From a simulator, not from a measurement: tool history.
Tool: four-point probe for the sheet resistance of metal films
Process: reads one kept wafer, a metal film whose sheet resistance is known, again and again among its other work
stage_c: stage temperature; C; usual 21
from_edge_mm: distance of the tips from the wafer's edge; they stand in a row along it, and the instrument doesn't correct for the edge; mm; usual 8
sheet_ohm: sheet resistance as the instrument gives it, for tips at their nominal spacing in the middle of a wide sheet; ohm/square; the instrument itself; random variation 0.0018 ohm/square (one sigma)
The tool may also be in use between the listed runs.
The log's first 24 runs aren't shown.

run,day,stage_c,from_edge_mm,sheet_ohm
25,29.483,31,7,9.123763
26,30.646,30,31,8.967196
27,31.350,32,19,9.004890
28,32.108,28,10,9.015802
29,33.508,26,28,8.930480
30,34.567,26,28,8.930152
31,36.250,34,25,9.013617
32,37.312,30,62,8.962728
33,38.725,30,62,8.959444
34,40.004,26,67,8.921923
35,40.846,25,4,9.363088
36,41.629,25,4,9.367700
37,43.129,19,55,8.846423
38,43.917,25,4,9.366722

4 ways to go on from here, each from the tool as it stands after run 38. What would each give?
A,44.925,33,8,?
B,44.925,25,51,?
C,44.925,27,11,?
D,44.925,19,4,?

run,sheet_ohm
A,9.110269
B,8.913990
C,8.991825
D,9.304258
Without the tool's hidden state the same runs would have given:
run,sheet_ohm
A,9.084963
B,8.889259
C,8.966878
D,9.278609

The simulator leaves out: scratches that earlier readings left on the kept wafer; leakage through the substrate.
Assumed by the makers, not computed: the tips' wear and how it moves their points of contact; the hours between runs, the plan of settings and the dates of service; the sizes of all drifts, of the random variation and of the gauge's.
